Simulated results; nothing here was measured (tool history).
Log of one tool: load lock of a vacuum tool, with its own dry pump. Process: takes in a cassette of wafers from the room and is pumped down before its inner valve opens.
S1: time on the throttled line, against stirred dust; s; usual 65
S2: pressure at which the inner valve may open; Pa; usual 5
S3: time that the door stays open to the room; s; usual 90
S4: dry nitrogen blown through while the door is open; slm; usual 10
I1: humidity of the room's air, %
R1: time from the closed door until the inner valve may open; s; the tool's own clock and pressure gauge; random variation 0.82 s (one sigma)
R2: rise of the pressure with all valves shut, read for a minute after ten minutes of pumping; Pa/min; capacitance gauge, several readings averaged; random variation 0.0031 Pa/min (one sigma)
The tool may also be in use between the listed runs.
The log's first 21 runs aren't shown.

{"run": 22, "hour": 3745.1, "S1": 65, "S2": 5, "S3": 90, "S4": 10, "I1": 42.8, "R1": 131.4, "R2": 0.071}
{"run": 23, "hour": 3979.2, "S1": 86, "S2": 7, "S3": 137, "S4": 10, "I1": 47.2, "R1": 140.9, "R2": 0.082}
{"run": 24, "hour": 4084.4, "S1": 86, "S2": 7, "S3": 137, "S4": 10, "I1": 44.3, "R1": 141.9, "R2": 0.082}
{"run": 25, "hour": 4282.0, "S1": 90, "S2": 6, "S3": 42, "S4": 12, "I1": 43.5, "R1": 145.9, "R2": 0.056}
{"run": 26, "hour": 4390.7, "S1": 90, "S2": 6, "S3": 42, "S4": 12, "I1": 43.3, "R1": 145.8, "R2": 0.055}
{"run": 27, "hour": 4641.9, "S1": 90, "S2": 6, "S3": 42, "S4": 12, "I1": 44.4, "R1": 147.2, "R2": 0.068}
{"run": 28, "hour": 4874.2, "S1": 65, "S2": 5, "S3": 98, "S4": 45, "I1": 44.3, "R1": 133.3, "R2": 0.056}
{"run": 29, "hour": 5108.2, "S1": 65, "S2": 4, "S3": 98, "S4": 5, "I1": 43.1, "R1": 135.4, "R2": 0.09}
{"run": 30, "hour": 5306.7, "S1": 110, "S2": 5, "S3": 90, "S4": 41, "I1": 44.6, "R1": 162.5, "R2": 0.06}
{"run": 31, "hour": 5444.5, "S1": 110, "S2": 5, "S3": 90, "S4": 41, "I1": 45.2, "R1": 163.4, "R2": 0.059}
{"run": 32, "hour": 5577.4, "S1": 110, "S2": 5, "S3": 90, "S4": 41, "I1": 44.2, "R1": 164.9, "R2": 0.058}
{"run": 33, "hour": 5703.3, "S1": 110, "S2": 4, "S3": 90, "S4": 41, "I1": 45.0, "R1": 165.0, "R2": 0.059}
{"run": 34, "hour": 5852.5, "S1": 65, "S2": 9, "S3": 90, "S4": 10, "I1": 45.2, "R1": 127.7, "R2": 0.084}
{"run": 35, "hour": 6014.2, "S1": 65, "S2": 9, "S3": 90, "S4": 10, "I1": 43.9, "R1": 127.3, "R2": 0.08}
{"run": 36, "hour": 6254.3, "S1": 39, "S2": 9, "S3": 90, "S4": 11, "I1": 42.5, "R1": 110.7, "R2": 0.083}
{"run": 37, "hour": 6476.5, "S1": 39, "S2": 9, "S3": 51, "S4": 23, "I1": 39.2, "R1": 109.4, "R2": 0.068}

Forecast each of these 3 alternatives for the next run:
{"run": "A", "hour": 6715.7, "S1": 65, "S2": 5, "S3": 90, "S4": 10, "I1": 44.7, "R1": "?", "R2": "?"}
{"run": "B", "hour": 6715.7, "S1": 65, "S2": 5, "S3": 103, "S4": 10, "I1": 48.1, "R1": "?", "R2": "?"}
{"run": "C", "hour": 6715.7, "S1": 64, "S2": 4, "S3": 76, "S4": 23, "I1": 40.0, "R1": "?", "R2": "?"}

run=A R1=134.6 R2=0.084
run=B R1=134.3 R2=0.098
run=C R1=135.4 R2=0.069
Without the tool's hidden state the same runs would have given:
run=A R1=128.3 R2=0.053
run=B R1=128.0 R2=0.066
run=C R1=129.1 R2=0.038

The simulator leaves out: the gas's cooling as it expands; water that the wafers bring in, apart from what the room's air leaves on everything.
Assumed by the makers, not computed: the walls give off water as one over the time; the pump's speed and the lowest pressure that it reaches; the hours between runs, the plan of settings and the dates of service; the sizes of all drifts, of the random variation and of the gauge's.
